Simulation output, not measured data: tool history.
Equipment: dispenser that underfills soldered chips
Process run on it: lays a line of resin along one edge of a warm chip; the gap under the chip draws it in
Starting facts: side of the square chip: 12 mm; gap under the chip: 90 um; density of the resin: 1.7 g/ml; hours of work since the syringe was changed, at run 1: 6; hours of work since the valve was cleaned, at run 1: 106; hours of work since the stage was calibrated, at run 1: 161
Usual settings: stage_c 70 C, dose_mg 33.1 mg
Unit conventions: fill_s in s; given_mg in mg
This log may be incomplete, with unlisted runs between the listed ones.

run	day	stage_c	dose_mg	hours of work since the syringe was changed	hours of work since the valve was cleaned	hours of work since the stage was calibrated	fill_s	given_mg
1	0	70	33.1	6	106	161	169.7	30.24
# day 0.212: new syringe of resin
2	0.3	70	33.1	1	110	166	118.9	30.1
3	0.571	70	33.1	6	115	170	170.2	30.13
# day 0.796: new syringe of resin
4	0.796	70	29.8	0	118	174	106.7	26.96
# day 0.996: dispensing valve cleaned and set on the balance
5	1.058	70	29.8	4	1	177	139.4	29.9
6	1.275	70	29.8	7	5	181	189.1	29.77
# day 1.446: new syringe of resin
7	1.55	70	29.8	2	9	185	122	29.87
8	1.817	70	29.8	6	13	189	175.1	29.49
# day 2.054: new syringe of resin
9	2.117	68	33.1	1	18	194	122.4	32.59
10	2.417	56	31.3	6	23	199	320.8	30.82

Run 11 comes next. What will it give?
# day 2.642: new syringe of resin
11	2.767	60	28.3	2	28	204	?	?

{"run 11": {"fill_s": 199.9, "given_mg": 27.8}}
Were there no unlogged condition in the tool, this run, its random variation unchanged, would have produced fill_s 160.2 s, given_mg 28.31 mg.
